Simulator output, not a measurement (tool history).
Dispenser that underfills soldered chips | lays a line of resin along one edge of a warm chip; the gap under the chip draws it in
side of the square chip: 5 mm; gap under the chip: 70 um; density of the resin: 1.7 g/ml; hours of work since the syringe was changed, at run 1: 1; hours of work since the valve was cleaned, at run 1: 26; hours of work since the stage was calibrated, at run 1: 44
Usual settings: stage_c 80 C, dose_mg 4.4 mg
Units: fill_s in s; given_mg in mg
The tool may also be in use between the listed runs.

| run | hour | stage_c | dose_mg | hours of work since the syringe was changed | hours of work since the valve was cleaned | hours of work since the stage was calibrated | fill_s | given_mg |
|---|---|---|---|---|---|---|---|---|
| 1 | 0 | 80 | 4.4 | 1 | 26 | 44 | 28.8 | 4.29 |
| 2 | 3.5 | 76 | 4.4 | 4 | 28 | 47 | 41.7 | 4.29 |
| 3 | 9.2 | 80 | 4.4 | 7 | 32 | 51 | 44.5 | 4.28 |
|  | 10.5 | new syringe of resin |
| 4 | 16.4 | 80 | 4.4 | 4 | 37 | 55 | 35 | 4.24 |
| 5 | 21.4 | 80 | 4.4 | 7 | 40 | 59 | 43.9 | 4.31 |
|  | 23.2 | new syringe of resin |
| 6 | 25.9 | 80 | 4.4 | 2 | 43 | 61 | 32.2 | 4.27 |
| 7 | 31.2 | 80 | 4.4 | 5 | 46 | 65 | 38.3 | 4.26 |
| 8 | 34.4 | 80 | 4.4 | 8 | 49 | 67 | 44.1 | 4.18 |
|  | 35.4 | new syringe of resin |
| 9 | 39 | 93 | 4.4 | 2 | 51 | 70 | 17.3 | 4.23 |
| 10 | 45.5 | 80 | 3.91 | 7 | 56 | 75 | 43.5 | 3.7 |
|  | 48.1 | new syringe of resin |
| 11 | 48.8 | 80 | 3.91 | 1 | 58 | 77 | 28.9 | 3.71 |
| 12 | 54 | 80 | 5.25 | 4 | 62 | 80 | 33.7 | 4.96 |
| 13 | 58.7 | 80 | 4.4 | 7 | 65 | 83 | 43.8 | 4.14 |
|  | 60.5 | new syringe of resin |
| 14 | 63.1 | 80 | 4.4 | 2 | 68 | 86 | 30.9 | 4.24 |
| 15 | 69.6 | 80 | 4.4 | 6 | 72 | 91 | 41.2 | 4.18 |
|  | 73 | new syringe of resin |
| 16 | 75.2 | 80 | 4.4 | 2 | 76 | 94 | 30.7 | 4.19 |
| 17 | 81.4 | 91 | 4.13 | 6 | 80 | 98 | 23.7 | 3.98 |
|  | 85.6 | new syringe of resin |
| 18 | 88.5 | 80 | 5.46 | 2 | 84 | 103 | 29.6 | 5.14 |
| 19 | 94.1 | 80 | 5.46 | 6 | 88 | 107 | 38.5 | 5.04 |
|  | 98 | new syringe of resin |
| 20 | 98 | 84 | 4.5 | 0 | 91 | 109 | 23.4 | 4.15 |
| 21 | 101 | 95 | 4.52 | 2 | 93 | 111 | 15.5 | 4.17 |
| 22 | 104.4 | 95 | 5.29 | 4 | 95 | 114 | 17.5 | 4.94 |
|  | 110.6 | new syringe of resin |
| 23 | 111 | 85 | 5.08 | 0 | 99 | 118 | 21.7 | 4.74 |
| 24 | 118 | 66 | 4.05 | 5 | 104 | 123 | 76.7 | 3.72 |
| 25 | 122.5 | 66 | 4.05 | 8 | 107 | 126 | 94.3 | 3.74 |
|  | 123.3 | new syringe of resin |
| 26 | 127.8 | 67 | 4.56 | 3 | 110 | 129 | 62.4 | 4.21 |
| 27 | 130.9 | 79 | 4.41 | 5 | 113 | 131 | 39.7 | 4 |
| 28 | 134.7 | 79 | 4.41 | 8 | 115 | 134 | 46.8 | 4.01 |
|  | 136 | new syringe of resin |
| 29 | 138.1 | 79 | 4.41 | 1 | 117 | 136 | 31 | 4.14 |
| 30 | 141.9 | 79 | 4.41 | 4 | 120 | 139 | 36.7 | 4.09 |
| 31 | 147.4 | 73 | 4.41 | 8 | 124 | 142 | 63.5 | 4.05 |

3 ways to go on from here, each from the tool as it stands after run 31. What would each give?
|  | 148.7 | new syringe of resin |
| A | 152.9 | 82 | 4.7 | 3 | 127 | 146 | ? | ? |
|  | 148.7 | new syringe of resin |
| B | 152.9 | 80 | 3.9 | 3 | 127 | 146 | ? | ? |
|  | 148.7 | new syringe of resin |
| C | 152.9 | 78 | 4.85 | 3 | 127 | 146 | ? | ? |

| run | fill_s | given_mg |
|---|---|---|
| A | 28.9 | 4.29 |
| B | 34 | 3.55 |
| C | 34.8 | 4.37 |
Without the tool's hidden state the same runs would have given:
| run | fill_s | given_mg |
|---|---|---|
| A | 24.2 | 4.71 |
| B | 28.1 | 3.9 |
| C | 29.2 | 4.81 |

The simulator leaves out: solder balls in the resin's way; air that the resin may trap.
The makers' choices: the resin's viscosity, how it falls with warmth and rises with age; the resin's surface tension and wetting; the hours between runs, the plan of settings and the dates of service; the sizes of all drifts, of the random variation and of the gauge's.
